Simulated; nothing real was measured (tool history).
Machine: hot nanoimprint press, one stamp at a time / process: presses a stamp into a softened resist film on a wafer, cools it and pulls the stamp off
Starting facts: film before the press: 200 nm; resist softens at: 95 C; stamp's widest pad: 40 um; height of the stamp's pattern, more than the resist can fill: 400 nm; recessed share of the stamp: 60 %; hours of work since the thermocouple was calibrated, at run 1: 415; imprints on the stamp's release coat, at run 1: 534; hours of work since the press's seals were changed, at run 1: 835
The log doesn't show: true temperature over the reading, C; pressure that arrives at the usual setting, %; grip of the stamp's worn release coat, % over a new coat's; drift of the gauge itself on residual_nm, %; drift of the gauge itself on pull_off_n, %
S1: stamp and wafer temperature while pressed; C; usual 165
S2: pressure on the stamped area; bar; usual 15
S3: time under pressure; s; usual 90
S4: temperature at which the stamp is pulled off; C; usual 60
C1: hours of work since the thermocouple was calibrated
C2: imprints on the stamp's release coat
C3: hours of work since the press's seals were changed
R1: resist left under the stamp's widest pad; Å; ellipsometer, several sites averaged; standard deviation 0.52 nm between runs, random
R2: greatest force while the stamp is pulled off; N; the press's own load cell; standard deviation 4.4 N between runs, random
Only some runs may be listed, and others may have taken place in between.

run,hour,S1,S2,S3,S4,C1,C2,C3,R1,R2
1,0,165,15,90,60,415,534,835,1172,275
2,50.6,165,15,90,49,444,681,864,1174,323
3,94.4,165,11.3,90,60,468,808,888,1311,290
4,143,165,11.3,90,60,496,949,916,1305,297
5,177,165,11.3,90,60,515,1048,935,1316,311
# hour 219.3: plate thermocouple calibrated
# hour 228.4: stamp cleaned and given a new release coat
6,228.4,165,15,90,60,2,0,959,1213,223
7,293.3,160,15,90,60,38,188,995,1377,245
8,336.1,165,15,90,50,62,313,1019,1219,292
# hour 392.2: plate thermocouple calibrated, once more
9,409.5,171,15,90,60,10,517,1059,973,250

Run 10 comes next. What will it give?
10,448.8,165,15,90,60,32,631,1081,?,?

Run 10 produced R1 1131 Å, R2 266 N.
Were there no unlogged condition in the tool, this run, its random variation unchanged, would have produced R1 1088 Å, R2 212 N.

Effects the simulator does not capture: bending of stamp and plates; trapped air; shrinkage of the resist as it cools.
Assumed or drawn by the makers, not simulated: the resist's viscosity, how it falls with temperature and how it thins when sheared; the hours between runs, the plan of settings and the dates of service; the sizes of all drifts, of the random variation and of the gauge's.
